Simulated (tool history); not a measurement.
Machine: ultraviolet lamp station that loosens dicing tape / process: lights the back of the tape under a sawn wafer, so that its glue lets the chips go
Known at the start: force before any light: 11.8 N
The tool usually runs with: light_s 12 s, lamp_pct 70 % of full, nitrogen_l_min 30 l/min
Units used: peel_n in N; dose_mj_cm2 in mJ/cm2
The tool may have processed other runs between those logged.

run,hour,light_s,lamp_pct,nitrogen_l_min,peel_n,dose_mj_cm2
1,0.0,12,70,30,0.763,502
2,6.7,12,70,30,0.736,511
3,15.3,12,70,11,1.712,501
# hour 16.7: window cleaned of glue's vapour
4,22.3,15,70,30,0.409,627
5,28.2,15,70,30,0.441,631
6,35.4,15,70,30,0.436,638
7,41.1,12,70,30,0.752,513
8,45.6,12,70,30,0.735,512
9,53.0,12,65,30,0.888,467
10,60.5,12,70,30,0.732,502
11,66.5,21,70,30,0.222,883
12,72.7,18,70,30,0.285,765
13,77.2,12,70,30,0.702,508
14,85.7,9,70,30,1.327,380
15,92.0,9,70,30,1.403,380
16,98.3,9,70,30,1.380,383
17,105.4,9,70,30,1.376,381
18,111.0,10,70,30,1.091,423
19,115.7,10,70,30,1.169,423
20,121.8,10,76,30,0.960,455
21,127.0,10,76,30,0.907,460
22,133.7,10,76,30,0.910,459
23,142.5,10,76,30,0.905,462
24,147.6,23,60,14,0.483,835
25,156.1,19,94,30,0.173,1071
26,165.3,24,94,30,0.167,1352
27,174.1,12,75,23,0.807,544
28,179.8,12,75,23,0.783,539
29,186.4,12,75,23,0.771,540
30,191.8,12,75,23,0.771,545
31,200.3,14,97,16,0.417,822
32,204.7,22,97,12,0.227,1293
33,213.9,12,93,30,0.363,669
34,220.6,7,70,20,2.947,295
35,225.6,7,70,20,2.739,295
36,231.3,9,89,16,1.389,483
37,240.0,8,63,23,2.490,302
38,248.3,8,63,23,2.459,304
39,253.9,8,63,23,2.429,299
40,258.1,8,85,13,2.206,409
41,262.4,20,81,30,0.192,972
42,271.7,20,93,24,0.185,1121
43,279.3,20,93,24,0.182,1129
44,287.2,14,86,19,0.493,719

What if the next run were any one of these 3? Each begins from the tool's condition after run 44:
A,292.0,7,66,29,?,?
B,292.0,16,70,30,?,?
C,292.0,23,86,29,?,?

run,peel_n,dose_mj_cm2
A,2.348,277
B,0.369,672
C,0.171,1203
With no hidden state in the tool, these same runs would have given:
run,peel_n,dose_mj_cm2
A,2.347,277
B,0.369,672
C,0.171,1204
